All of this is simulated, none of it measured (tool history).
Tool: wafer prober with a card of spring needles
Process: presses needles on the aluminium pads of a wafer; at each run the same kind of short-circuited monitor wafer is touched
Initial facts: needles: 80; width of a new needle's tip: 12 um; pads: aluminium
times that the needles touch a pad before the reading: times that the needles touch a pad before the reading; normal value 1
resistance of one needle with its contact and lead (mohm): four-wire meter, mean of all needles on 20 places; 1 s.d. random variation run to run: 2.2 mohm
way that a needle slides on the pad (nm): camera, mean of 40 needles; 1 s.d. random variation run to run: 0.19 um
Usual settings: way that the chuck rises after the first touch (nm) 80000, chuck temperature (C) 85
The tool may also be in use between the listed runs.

run   hour  way that the chuck rises after the first touch (nm)  chuck temperature (C)  times that the needles touch a pad before the reading  resistance of one needle with its contact and lead (mohm)  way that a needle slides on the pad (nm)
  1      0                                                80000                     85                                                      1                                                        259                                     19570
  2   30.6                                                80000                     85                                                      1                                                        270                                     19650
  3   59.5                                                80000                     85                                                      1                                                        253                                     19490
  4   86.4                                                80000                     54                                                      1                                                        245                                     19180
  5  115.7                                                80000                     54                                                      1                                                        257                                     19440
  6  135.6                                                80000                     54                                                      1                                                        256                                     19270
  7  164.3                                                80000                     54                                                      1                                                        258                                     19460
  8  207.5                                                80000                     54                                                      1                                                        250                                     19310
  9  230.4                                                80000                     54                                                      1                                                        245                                     20490
 10  253.2                                                80000                     54                                                      1                                                        244                                     20510
 11  285.1                                                80000                     54                                                      1                                                        257                                     20630
 12  325.2                                                80000                     54                                                      1                                                        243                                     19950
 13  370.3                                                80000                     54                                                      1                                                        263                                     20260
 14  396.3                                                80000                     54                                                      1                                                        266                                     20460
 15  415.6                                                63000                     64                                                      2                                                        267                                     15780
 16  434.5                                                66000                     88                                                      3                                                        256                                     16240
 17  471.9                                                80000                     64                                                      2                                                        247                                     19500
 18  516.7                                                63000                    102                                                      1                                                        287                                     15450
 19  538.8                                                89000                     45                                                      2                                                        248                                     22330
 20  578.7                                                89000                     45                                                      2                                                        252                                     21850
 21  602.5                                                80000                     62                                                      2                                                        264                                     19720
 22    640                                                80000                     54                                                      1                                                        247                                     19560
 23  677.6                                                69000                     37                                                      1                                                        242                                     16710
 24  709.1                                                87000                     74                                                      1                                                        261                                     21280
 25  746.2                                                87000                     74                                                      1                                                        268                                     21340
 26  779.8                                                75000                     50                                                      2                                                        253                                     17890
 27  815.7                                                99000                     53                                                      1                                                        245                                     24040
 28    848                                                99000                     53                                                      1                                                        261                                     23630

Not shown: 70 entries that the log had between the listed runs. Between which runs, and how does the tool's hidden state differ before and after?
Run 1 -> run 2: tips cleaned on abrasive film (hour 10.3); tips cleaned on abrasive film (hour 22.3)
  debris on the tips, nm: 33.6 -> 97.3; way that the needles fall short of the set height, um: 3.34 -> 3.55; tips' diameter, um: 14.89 -> 14.97
  measured result minus the result with no hidden state, resistance of one needle with its contact and lead (mohm): +7 -> +19; way that a needle slides on the pad (nm): -860 -> -910
Run 2 -> run 3: tips cleaned on abrasive film (hour 33.3); tips cleaned on abrasive film (hour 46.2); tips cleaned on abrasive film (hour 59.5)
  debris on the tips, nm: 97.3 -> 12.1; way that the needles fall short of the set height, um: 3.55 -> 3.88; tips' diameter, um: 14.97 -> 15.08
  measured result minus the result with no hidden state, resistance of one needle with its contact and lead (mohm): +19 -> +4; way that a needle slides on the pad (nm): -910 -> -990
Run 3 -> run 4: tips cleaned on abrasive film (hour 72.8); tips cleaned on abrasive film (hour 85.8)
  debris on the tips, nm: 12.1 -> 24.3; way that the needles fall short of the set height, um: 3.88 -> 4.07; tips' diameter, um: 15.08 -> 15.15
  measured result minus the result with no hidden state, resistance of one needle with its contact and lead (mohm): +4 -> +7; way that a needle slides on the pad (nm): -990 -> -1030
Run 4 -> run 5: tips cleaned on abrasive film (hour 97); tips cleaned on abrasive film (hour 110.2)
  debris on the tips, nm: 24.3 -> 75.3; way that the needles fall short of the set height, um: 4.07 -> 4.27; tips' diameter, um: 15.15 -> 15.21
  measured result minus the result with no hidden state, resistance of one needle with its contact and lead (mohm): +7 -> +16; way that a needle slides on the pad (nm): -1030 -> -1100
Run 5 -> run 6: tips cleaned on abrasive film (hour 122.7); tips cleaned on abrasive film (hour 133.3)
  debris on the tips, nm: 75.3 -> 42.9; way that the needles fall short of the set height, um: 4.27 -> 4.42; tips' diameter, um: 15.21 -> 15.27
  measured result minus the result with no hidden state, resistance of one needle with its contact and lead (mohm): +16 -> +11; way that a needle slides on the pad (nm): -1100 -> -1130
Run 6 -> run 7: tips cleaned on abrasive film (hour 145.9); tips cleaned on abrasive film (hour 159.2)
  debris on the tips, nm: 42.9 -> 75.8; way that the needles fall short of the set height, um: 4.42 -> 4.61; tips' diameter, um: 15.27 -> 15.34
  measured result minus the result with no hidden state, resistance of one needle with its contact and lead (mohm): +11 -> +17; way that a needle slides on the pad (nm): -1130 -> -1180
Run 7 -> run 8: tips cleaned on abrasive film (hour 172.3); tips cleaned on abrasive film (hour 183); tips cleaned on abrasive film (hour 193.6); tips cleaned on abrasive film (hour 206.8)
  debris on the tips, nm: 75.8 -> 23.5; way that the needles fall short of the set height, um: 4.61 -> 5.02; tips' diameter, um: 15.34 -> 15.48
  measured result minus the result with no hidden state, resistance of one needle with its contact and lead (mohm): +17 -> +7; way that a needle slides on the pad (nm): -1180 -> -1290
Run 8 -> run 9: tips cleaned on abrasive film (hour 217.6); height of the first contact set anew (hour 220.4); tips cleaned on abrasive film (hour 230)
  debris on the tips, nm: 23.5 -> 14; way that the needles fall short of the set height, um: 5.02 -> 0.09; tips' diameter, um: 15.48 -> 15.55
  measured result minus the result with no hidden state, resistance of one needle with its contact and lead (mohm): +7 -> +4; way that a needle slides on the pad (nm): -1290 -> -30
Run 9 -> run 10: tips cleaned on abrasive film (hour 241.1); tips cleaned on abrasive film (hour 253.2)
  debris on the tips, nm: 14 -> 6.4; way that the needles fall short of the set height, um: 0.09 -> 0.29; tips' diameter, um: 15.55 -> 15.62
  measured result minus the result with no hidden state, resistance of one needle with its contact and lead (mohm): +4 -> +2; way that a needle slides on the pad (nm): -30 -> -80
Run 10 -> run 11: tips cleaned on abrasive film (hour 266); tips cleaned on abrasive film (hour 279)
  debris on the tips, nm: 6.4 -> 86.4; way that the needles fall short of the set height, um: 0.29 -> 0.52; tips' diameter, um: 15.62 -> 15.7
  measured result minus the result with no hidden state, resistance of one needle with its contact and lead (mohm): +2 -> +17; way that a needle slides on the pad (nm): -80 -> -140
Run 11 -> run 12: tips cleaned on abrasive film (hour 290.5); tips cleaned on abrasive film (hour 301.1); tips cleaned on abrasive film (hour 313.7); tips cleaned on abrasive film (hour 324.4)
  debris on the tips, nm: 86.4 -> 22.6; way that the needles fall short of the set height, um: 0.52 -> 0.85; tips' diameter, um: 15.7 -> 15.81
  measured result minus the result with no hidden state, resistance of one needle with its contact and lead (mohm): +17 -> +6; way that a needle slides on the pad (nm): -140 -> -210
Run 12 -> run 13: tips cleaned on abrasive film (hour 337.4); tips cleaned on abrasive film (hour 350.7); tips cleaned on abrasive film (hour 361.4)
  debris on the tips, nm: 22.6 -> 115.9; way that the needles fall short of the set height, um: 0.85 -> 1.15; tips' diameter, um: 15.81 -> 15.92
  measured result minus the result with no hidden state, resistance of one needle with its contact and lead (mohm): +6 -> +24; way that a needle slides on the pad (nm): -210 -> -300
Run 13 -> run 14: tips cleaned on abrasive film (hour 373); tips cleaned on abrasive film (hour 385.9)
  debris on the tips, nm: 115.9 -> 113.3; way that the needles fall short of the set height, um: 1.15 -> 1.38; tips' diameter, um: 15.92 -> 16
  measured result minus the result with no hidden state, resistance of one needle with its contact and lead (mohm): +24 -> +24; way that a needle slides on the pad (nm): -300 -> -350
Run 14 -> run 15: tips cleaned on abrasive film (hour 399.1); tips cleaned on abrasive film (hour 411.5)
  debris on the tips, nm: 113.3 -> 66; way that the needles fall short of the set height, um: 1.38 -> 1.57; tips' diameter, um: 16 -> 16.07
  measured result minus the result with no hidden state, resistance of one needle with its contact and lead (mohm): +24 -> +16; way that a needle slides on the pad (nm): -350 -> -400
Run 15 -> run 16: tips cleaned on abrasive film (hour 423.7); tips cleaned on abrasive film (hour 434.5)
  debris on the tips, nm: 66 -> 8.6; way that the needles fall short of the set height, um: 1.57 -> 1.78; tips' diameter, um: 16.07 -> 16.14
  measured result minus the result with no hidden state, resistance of one needle with its contact and lead (mohm): +16 -> +4; way that a needle slides on the pad (nm): -400 -> -450
Run 16 -> run 17: tips cleaned on abrasive film (hour 447.6); tips cleaned on abrasive film (hour 460.7); tips cleaned on abrasive film (hour 471.9)
  debris on the tips, nm: 8.6 -> 11.3; way that the needles fall short of the set height, um: 1.78 -> 2.13; tips' diameter, um: 16.14 -> 16.26
  measured result minus the result with no hidden state, resistance of one needle with its contact and lead (mohm): +4 -> +4; way that a needle slides on the pad (nm): -450 -> -540
Run 17 -> run 18: tips cleaned on abrasive film (hour 484.5); tips cleaned on abrasive film (hour 497.2); tips cleaned on abrasive film (hour 510.5)
  debris on the tips, nm: 11.3 -> 84.1; way that the needles fall short of the set height, um: 2.13 -> 2.41; tips' diameter, um: 16.26 -> 16.36
  measured result minus the result with no hidden state, resistance of one needle with its contact and lead (mohm): +4 -> +29; way that a needle slides on the pad (nm): -540 -> -610
Run 18 -> run 19: tips cleaned on abrasive film (hour 522.1); tips cleaned on abrasive film (hour 534.3)
  debris on the tips, nm: 84.1 -> 61.2; way that the needles fall short of the set height, um: 2.41 -> 2.61; tips' diameter, um: 16.36 -> 16.43
  measured result minus the result with no hidden state, resistance of one needle with its contact and lead (mohm): +29 -> +8; way that a needle slides on the pad (nm): -610 -> -670
Run 19 -> run 20: tips cleaned on abrasive film (hour 546.6); tips cleaned on abrasive film (hour 558.4); tips cleaned on abrasive film (hour 570.7)
  debris on the tips, nm: 61.2 -> 100.1; way that the needles fall short of the set height, um: 2.61 -> 2.92; tips' diameter, um: 16.43 -> 16.54
  measured result minus the result with no hidden state, resistance of one needle with its contact and lead (mohm): +8 -> +12; way that a needle slides on the pad (nm): -670 -> -740
Run 20 -> run 21: tips cleaned on abrasive film (hour 581.4); tips cleaned on abrasive film (hour 593.4)
  debris on the tips, nm: 100.1 -> 114.7; way that the needles fall short of the set height, um: 2.92 -> 3.14; tips' diameter, um: 16.54 -> 16.61
  measured result minus the result with no hidden state, resistance of one needle with its contact and lead (mohm): +12 -> +17; way that a needle slides on the pad (nm): -740 -> -790
Run 21 -> run 22: tips cleaned on abrasive film (hour 605.2); tips cleaned on abrasive film (hour 617.5); tips cleaned on abrasive film (hour 628.2); tips cleaned on abrasive film (hour 640)
  debris on the tips, nm: 114.7 -> 6; way that the needles fall short of the set height, um: 3.14 -> 3.58; tips' diameter, um: 16.61 -> 16.77
  measured result minus the result with no hidden state, resistance of one needle with its contact and lead (mohm): +17 -> +4; way that a needle slides on the pad (nm): -790 -> -910
Run 22 -> run 23: tips cleaned on abrasive film (hour 652.6); tips cleaned on abrasive film (hour 665.2); tips cleaned on abrasive film (hour 677.6)
  debris on the tips, nm: 6 -> 4.9; way that the needles fall short of the set height, um: 3.58 -> 3.84; tips' diameter, um: 16.77 -> 16.86
  measured result minus the result with no hidden state, resistance of one needle with its contact and lead (mohm): +4 -> +5; way that a needle slides on the pad (nm): -910 -> -980
Run 23 -> run 24: tips cleaned on abrasive film (hour 690.9); tips cleaned on abrasive film (hour 703.4)
  debris on the tips, nm: 4.9 -> 82.3; way that the needles fall short of the set height, um: 3.84 -> 4.04; tips' diameter, um: 16.86 -> 16.93
  measured result minus the result with no hidden state, resistance of one needle with its contact and lead (mohm): +5 -> +18; way that a needle slides on the pad (nm): -980 -> -1040
Run 24 -> run 25: tips cleaned on abrasive film (hour 714.5); tips cleaned on abrasive film (hour 727.2); tips cleaned on abrasive film (hour 739.5)
  debris on the tips, nm: 82.3 -> 91.5; way that the needles fall short of the set height, um: 4.04 -> 4.35; tips' diameter, um: 16.93 -> 17.04
  measured result minus the result with no hidden state, resistance of one needle with its contact and lead (mohm): +18 -> +20; way that a needle slides on the pad (nm): -1040 -> -1130
Run 25 -> run 26: tips cleaned on abrasive film (hour 751.6); tips cleaned on abrasive film (hour 762.3); tips cleaned on abrasive film (hour 775.3)
  debris on the tips, nm: 91.5 -> 65.4; way that the needles fall short of the set height, um: 4.35 -> 4.62; tips' diameter, um: 17.04 -> 17.13
  measured result minus the result with no hidden state, resistance of one needle with its contact and lead (mohm): +20 -> +14; way that a needle slides on the pad (nm): -1130 -> -1180
Run 26 -> run 27: tips cleaned on abrasive film (hour 787.5); tips cleaned on abrasive film (hour 800.3); tips cleaned on abrasive film (hour 813.4)
  debris on the tips, nm: 65.4 -> 44.7; way that the needles fall short of the set height, um: 4.62 -> 4.9; tips' diameter, um: 17.13 -> 17.23
  measured result minus the result with no hidden state, resistance of one needle with its contact and lead (mohm): +14 -> +8; way that a needle slides on the pad (nm): -1180 -> -1260
Run 27 -> run 28: tips cleaned on abrasive film (hour 826.2); tips cleaned on abrasive film (hour 838.7)
  debris on the tips, nm: 44.7 -> 108.4; way that the needles fall short of the set height, um: 4.9 -> 5.06; tips' diameter, um: 17.23 -> 17.29
  measured result minus the result with no hidden state, resistance of one needle with its contact and lead (mohm): +8 -> +19; way that a needle slides on the pad (nm): -1260 -> -1280

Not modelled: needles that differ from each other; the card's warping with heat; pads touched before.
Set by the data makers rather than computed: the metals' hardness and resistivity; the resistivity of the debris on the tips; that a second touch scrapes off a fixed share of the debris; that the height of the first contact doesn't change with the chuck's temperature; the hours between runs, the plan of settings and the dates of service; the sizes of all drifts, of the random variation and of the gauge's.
